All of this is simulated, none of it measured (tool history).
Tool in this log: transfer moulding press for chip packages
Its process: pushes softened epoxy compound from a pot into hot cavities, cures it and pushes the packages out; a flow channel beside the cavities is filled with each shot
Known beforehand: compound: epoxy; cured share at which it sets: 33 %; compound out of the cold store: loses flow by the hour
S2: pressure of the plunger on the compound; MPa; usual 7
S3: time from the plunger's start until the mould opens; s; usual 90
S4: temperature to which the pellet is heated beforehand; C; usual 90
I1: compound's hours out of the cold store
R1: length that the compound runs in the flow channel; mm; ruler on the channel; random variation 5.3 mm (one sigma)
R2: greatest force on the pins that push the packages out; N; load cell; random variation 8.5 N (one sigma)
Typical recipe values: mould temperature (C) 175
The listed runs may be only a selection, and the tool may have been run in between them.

{"run": 1, "day": 0.0, "mould temperature (C)": 175, "S2": 7, "S3": 90, "S4": 90, "I1": 26.1, "R1": 621, "R2": 381}
{"run": 2, "day": 0.85, "mould temperature (C)": 175, "S2": 7, "S3": 90, "S4": 90, "I1": 37.3, "R1": 602, "R2": 376}
{"run": 3, "day": 2.017, "mould temperature (C)": 175, "S2": 7, "S3": 90, "S4": 83, "I1": 29.5, "R1": 621, "R2": 401}
{"run": 4, "day": 3.058, "mould temperature (C)": 175, "S2": 7, "S3": 90, "S4": 83, "I1": 47.2, "R1": 587, "R2": 385}
{"run": 5, "day": 4.442, "mould temperature (C)": 175, "S2": 7, "S3": 90, "S4": 83, "I1": 45.9, "R1": 589, "R2": 379}
{"day": 4.733, "done": "cavities cleaned with cleaning compound and waxed"}
{"day": 5.467, "done": "plunger's sealing rings changed"}
{"run": 6, "day": 5.55, "mould temperature (C)": 175, "S2": 7, "S3": 90, "S4": 83, "I1": 25.7, "R1": 624, "R2": 401}
{"run": 7, "day": 6.854, "mould temperature (C)": 175, "S2": 7, "S3": 90, "S4": 83, "I1": 14.3, "R1": 645, "R2": 405}
{"run": 8, "day": 8.054, "mould temperature (C)": 175, "S2": 7, "S3": 90, "S4": 83, "I1": 35.2, "R1": 608, "R2": 377}
{"run": 9, "day": 9.029, "mould temperature (C)": 175, "S2": 7, "S3": 90, "S4": 83, "I1": 14, "R1": 648, "R2": 398}
{"day": 9.679, "done": "cavities cleaned with cleaning compound and waxed"}
{"run": 10, "day": 10.4, "mould temperature (C)": 175, "S2": 5.23, "S3": 90, "S4": 90, "I1": 33.4, "R1": 532, "R2": 390}
{"run": 11, "day": 11.838, "mould temperature (C)": 175, "S2": 6.36, "S3": 90, "S4": 90, "I1": 25.8, "R1": 582, "R2": 394}
{"run": 12, "day": 13.458, "mould temperature (C)": 175, "S2": 6.36, "S3": 90, "S4": 90, "I1": 27.2, "R1": 598, "R2": 399}
{"day": 14.525, "done": "cavities cleaned with cleaning compound and waxed"}
{"run": 13, "day": 14.783, "mould temperature (C)": 175, "S2": 7, "S3": 90, "S4": 90, "I1": 16.2, "R1": 651, "R2": 394}
{"run": 14, "day": 16.379, "mould temperature (C)": 175, "S2": 7, "S3": 90, "S4": 90, "I1": 17.5, "R1": 637, "R2": 386}
{"run": 15, "day": 17.846, "mould temperature (C)": 179, "S2": 7.82, "S3": 90, "S4": 90, "I1": 47.1, "R1": 620, "R2": 321}
{"run": 16, "day": 18.562, "mould temperature (C)": 175, "S2": 5.72, "S3": 90, "S4": 90, "I1": 38.5, "R1": 552, "R2": 379}
{"day": 19.35, "done": "cavities cleaned with cleaning compound and waxed"}
{"run": 17, "day": 19.946, "mould temperature (C)": 175, "S2": 7.29, "S3": 90, "S4": 90, "I1": 28.7, "R1": 640, "R2": 385}
{"run": 18, "day": 21.6, "mould temperature (C)": 175, "S2": 7.29, "S3": 90, "S4": 90, "I1": 47.5, "R1": 605, "R2": 376}
{"run": 19, "day": 22.375, "mould temperature (C)": 175, "S2": 8.67, "S3": 90, "S4": 92, "I1": 18.6, "R1": 711, "R2": 396}
{"day": 23.062, "done": "plunger's sealing rings changed"}
{"run": 20, "day": 23.725, "mould temperature (C)": 175, "S2": 8.67, "S3": 90, "S4": 92, "I1": 47.8, "R1": 654, "R2": 361}
{"day": 24.312, "done": "cavities cleaned with cleaning compound and waxed"}
{"run": 21, "day": 25.367, "mould temperature (C)": 175, "S2": 7.14, "S3": 74, "S4": 92, "I1": 25.9, "R1": 637, "R2": 551}

For run 22, what comes out?
{"run": 22, "day": 26.617, "mould temperature (C)": 175, "S2": 7.14, "S3": 74, "S4": 92, "I1": 34.1, "R1": "?", "R2": "?"}

R1: 614 mm
R2: 557 N
Minus the tool's unlogged condition, the same run would have read R1 614 mm, R2 548 N.

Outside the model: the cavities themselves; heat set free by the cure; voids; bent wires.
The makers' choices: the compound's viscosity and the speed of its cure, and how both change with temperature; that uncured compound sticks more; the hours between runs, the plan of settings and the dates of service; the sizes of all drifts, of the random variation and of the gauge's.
